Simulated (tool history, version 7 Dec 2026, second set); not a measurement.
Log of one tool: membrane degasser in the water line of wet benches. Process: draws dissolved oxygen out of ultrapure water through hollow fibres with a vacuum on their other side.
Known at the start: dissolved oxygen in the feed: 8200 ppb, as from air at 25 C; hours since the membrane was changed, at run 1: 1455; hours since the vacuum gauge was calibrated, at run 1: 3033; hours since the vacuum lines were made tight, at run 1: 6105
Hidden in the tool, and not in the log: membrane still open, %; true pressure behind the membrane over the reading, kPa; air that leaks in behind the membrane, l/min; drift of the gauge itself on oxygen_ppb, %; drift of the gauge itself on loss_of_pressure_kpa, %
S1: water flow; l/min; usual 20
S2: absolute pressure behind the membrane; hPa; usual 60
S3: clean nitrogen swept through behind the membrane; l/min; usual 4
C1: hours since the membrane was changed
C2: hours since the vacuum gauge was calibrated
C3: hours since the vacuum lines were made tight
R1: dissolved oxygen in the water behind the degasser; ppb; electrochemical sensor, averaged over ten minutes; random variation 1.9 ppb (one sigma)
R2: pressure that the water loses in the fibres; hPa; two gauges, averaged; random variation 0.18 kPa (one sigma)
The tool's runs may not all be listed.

run	hour	S1	S2	S3	C1	C2	C3	R1	R2
1	0	20	60	4	1455	3033	6105	197.1	346.9
2	181.3	20	60	4	1636	3214	6287	197.8	348.1
3	355.6	27	60	4	1811	3389	6461	452.1	470.5
4	476.3	20	60	3.44	1931	3509	6582	206.9	348.3
5	601.7	20	60	4	2057	3635	6707	201.9	348.9
6	721.3	20	60	4	2177	3754	6827	203.6	348.1
7	833.9	20	60	4	2289	3867	6939	206	349.1
8	962.7	31	60	4	2418	3996	7068	612.9	541.9
9	1063.2	31	60	4	2518	4096	7169	614	541.4
10	1158	31	60	4	2613	4191	7263	617.9	539
11	1334.3	31	60	4	2790	4367	7440	618.6	544.9
12	1507.2	20	53	4	2962	4540	7612	199.8	350.2
13	1645.9	20	60	4	3101	4679	7751	208.8	346.7
14	1816.1	20	60	4	3271	4849	7921	205.7	351.9
15	1997.9	20	60	4	3453	5031	8103	212.8	352.3
16	2184.9	20	60	4	3640	5218	8290	209.5	352.4
17	2365.8	12	114.4	11.47	3821	5399	8471	43.8	213.3
18	2448.9	15	62.9	11.47	3904	5482	8554	70.2	263.2
19	2560.7	26	99.6	4.35	4016	5594	8666	474.1	459.7
20	2695.2	30	118.7	5.44	4150	5728	8801	641.9	528.5
21	2849.1	30	118.7	5.44	4304	5882	8954	650.5	531.3
22	2935.2	19	137.8	6.21	4390	5968	9040	226.4	337.5
23	3099.6	12	48.5	4	4555	6133	9205	36.7	214.7
24	3180.9	12	48.5	4	4636	6214	9286	37.9	213.4
25	3343.7	14	36.9	6.58	4799	6377	9449	50	247.5
26	3523.8	13	146.4	5.9	4979	6557	9629	98.2	233.8
27	3666.1	20	79.9	5.9	5121	6699	9771	221	351.4
# hour 3702.5: vacuum gauge calibrated
28	3745.7	22	136.4	2.9	5200	43	9850	417.4	387.3
29	3899.9	22	136.4	2.9	5355	197	10005	415.9	390.6
30	3997.8	20	57	3.12	5452	295	10103	219.4	356.9
31	4132.3	20	57	3.12	5587	430	10237	217.6	357.7
32	4253.2	15	55	8.96	5708	551	10358	73.5	267.9

3 ways to go on from here, each from the tool as it stands after run 32. What would each give?
# hour 4307.4: seals of the vacuum lines changed
A	4445.9	16	60	7.5	5899	741	139	?	?
# hour 4307.4: seals of the vacuum lines changed
B	4445.9	20	60	4.74	5899	741	139	?	?
# hour 4307.4: seals of the vacuum lines changed
C	4445.9	13	142.3	2.95	5899	741	139	?	?

run	R1	R2
A	95.6	284.5
B	209.9	360.2
C	150.3	230.5
Without the tool's hidden state the same runs would have given:
run	R1	R2
A	82.5	274.1
B	185.3	347.1
C	143.9	222

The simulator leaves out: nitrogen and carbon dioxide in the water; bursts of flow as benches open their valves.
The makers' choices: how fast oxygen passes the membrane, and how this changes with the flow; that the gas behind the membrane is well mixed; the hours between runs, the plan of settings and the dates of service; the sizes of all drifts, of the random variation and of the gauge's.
